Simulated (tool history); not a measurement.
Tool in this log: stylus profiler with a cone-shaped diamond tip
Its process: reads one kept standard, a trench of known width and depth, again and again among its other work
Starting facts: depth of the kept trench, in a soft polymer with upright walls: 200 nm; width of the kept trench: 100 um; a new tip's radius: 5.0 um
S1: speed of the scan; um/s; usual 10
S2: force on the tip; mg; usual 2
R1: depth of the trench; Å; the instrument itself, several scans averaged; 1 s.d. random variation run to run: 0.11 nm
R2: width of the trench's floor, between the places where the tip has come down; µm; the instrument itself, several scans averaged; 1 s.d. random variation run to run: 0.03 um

| run | hour | S1 | S2 | R1 | R2 |
|---|---|---|---|---|---|
| 1 | 0 | 10 | 2 | 2021.3 | 97.1 |
| 2 | 15.6 | 10 | 2 | 2021.3 | 97.09 |
| 3 | 31.5 | 10 | 3.53 | 2032.8 | 97.05 |
| 4 | 47.7 | 10 | 2 | 2020.6 | 97.11 |
| 5 | 57.5 | 10 | 2 | 2019.5 | 97.03 |
| 6 | 79.4 | 10 | 2 | 2022.5 | 97.05 |
| 7 | 88.7 | 28 | 2 | 2022.8 | 97.01 |
| 8 | 110 | 28 | 2 | 2022 | 96.99 |
| 9 | 120.4 | 28 | 2 | 2020.1 | 96.98 |
| 10 | 135.7 | 28 | 2 | 2020.5 | 96.99 |
| 11 | 156.8 | 28 | 4.35 | 2035.6 | 97.04 |
| 12 | 178.6 | 28 | 4.35 | 2037.8 | 97.01 |
| 13 | 198.3 | 28 | 4.35 | 2035.6 | 96.97 |
| 14 | 217.5 | 19 | 1.09 | 2012.3 | 96.99 |
| 15 | 234.3 | 2 | 2.37 | 2023.5 | 97.08 |

Run 16, settings as shown, results not yet in. Your forecast:
| 16 | 244 | 10 | 2.37 | ? | ? |

{"run 16": {"R1": 2024.5, "R2": 97.06}}
Were there no unlogged condition in the tool, this run, its random variation unchanged, would have produced R1 2027.3 Å, R2 97.18 µm.
